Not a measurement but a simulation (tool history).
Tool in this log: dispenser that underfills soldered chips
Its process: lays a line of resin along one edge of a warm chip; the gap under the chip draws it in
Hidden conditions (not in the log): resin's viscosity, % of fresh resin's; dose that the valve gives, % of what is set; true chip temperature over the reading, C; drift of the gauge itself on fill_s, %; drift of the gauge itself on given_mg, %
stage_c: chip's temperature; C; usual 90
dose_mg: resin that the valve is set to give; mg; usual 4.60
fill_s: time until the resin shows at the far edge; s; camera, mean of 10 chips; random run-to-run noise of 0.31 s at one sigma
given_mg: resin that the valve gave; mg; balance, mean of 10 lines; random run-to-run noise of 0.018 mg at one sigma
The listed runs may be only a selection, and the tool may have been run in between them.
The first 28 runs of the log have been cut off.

run	hour	stage_c	dose_mg	hours of work since the syringe was changed	hours of work since the valve was cleaned	hours of work since the stage was calibrated	fill_s	given_mg
29	101.9	77	3.91	7	67	134	23.4	3.70
30	105.6	91	5.57	9	69	136	14.8	5.26
31	108.3	90	4.61	11	71	138	17.6	4.34
# hour 109.0: new syringe of resin
32	111.2	95	4.83	1	73	140	8.1	4.56
33	114.6	98	3.99	4	75	142	8.4	3.71
34	118.5	89	4.88	6	78	145	13.3	4.61
35	122.2	89	4.88	9	80	147	15.1	4.57
# hour 126.8: new syringe of resin
36	127.2	89	4.88	0	83	150	8.5	4.57
37	129.8	81	5.21	2	85	152	13.3	4.89

Consider 3 possible next runs. They are alternatives, not a sequence: every one starts from the tool as it was left by run 37. What does each give?
A	132.9	86	5.21	4	87	154	?	?
B	132.9	81	4.28	4	87	154	?	?
C	132.9	81	4.72	4	87	154	?	?

run	fill_s	given_mg
A	12.5	4.81
B	15.7	3.96
C	15.1	4.39
What these runs would have given with no unlogged condition in the tool:
run	fill_s	given_mg
A	9.7	5.18
B	12.1	4.26
C	11.6	4.72
